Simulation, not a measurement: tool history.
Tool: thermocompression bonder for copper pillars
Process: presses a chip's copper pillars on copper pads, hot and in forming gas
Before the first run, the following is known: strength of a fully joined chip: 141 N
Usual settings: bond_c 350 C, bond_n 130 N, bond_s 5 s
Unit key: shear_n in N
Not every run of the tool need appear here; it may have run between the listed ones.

run 1 day=0.000 | bond_c=350 bond_n=130 bond_s=5 | shear_n=88.6
run 2 day=1.083 | bond_c=350 bond_n=130 bond_s=5 | shear_n=89.0
run 3 day=2.250 | bond_c=350 bond_n=130 bond_s=5 | shear_n=87.6
run 4 day=3.254 | bond_c=350 bond_n=130 bond_s=5 | shear_n=88.6
-- day=3.433 force cell calibrated
run 5 day=4.712 | bond_c=350 bond_n=130 bond_s=5 | shear_n=87.1
run 6 day=5.783 | bond_c=350 bond_n=130 bond_s=5 | shear_n=86.4
run 7 day=6.492 | bond_c=350 bond_n=130 bond_s=5 | shear_n=86.6
run 8 day=7.600 | bond_c=350 bond_n=130 bond_s=5 | shear_n=87.1
run 9 day=8.308 | bond_c=339 bond_n=107 bond_s=3 | shear_n=56.9
run 10 day=9.208 | bond_c=356 bond_n=186 bond_s=3 | shear_n=94.6
-- day=10.433 force cell calibrated, once more
run 11 day=10.788 | bond_c=356 bond_n=186 bond_s=3 | shear_n=95.3
run 12 day=12.150 | bond_c=376 bond_n=134 bond_s=3 | shear_n=92.6
run 13 day=13.117 | bond_c=350 bond_n=102 bond_s=5 | shear_n=74.2
run 14 day=14.533 | bond_c=373 bond_n=183 bond_s=3 | shear_n=104.0
run 15 day=15.533 | bond_c=370 bond_n=183 bond_s=14 | shear_n=129.5

What would each run have given without the hidden state, its run-to-run variation left as it was?
Hidden state at play: true temperature of the bond over the reading, C; force that reaches the chip, % of what is set; oxide that the forming gas leaves, % of the face; drift of the gauge itself on shear_n, %.
run=1 shear_n=91.3
run=2 shear_n=92.1
run=3 shear_n=90.9
run=4 shear_n=92.3
run=5 shear_n=91.7
run=6 shear_n=91.3
run=7 shear_n=91.8
run=8 shear_n=92.7
run=9 shear_n=61.5
run=10 shear_n=100.8
run=11 shear_n=100.6
run=12 shear_n=98.1
run=13 shear_n=79.5
run=14 shear_n=110.6
run=15 shear_n=135.9
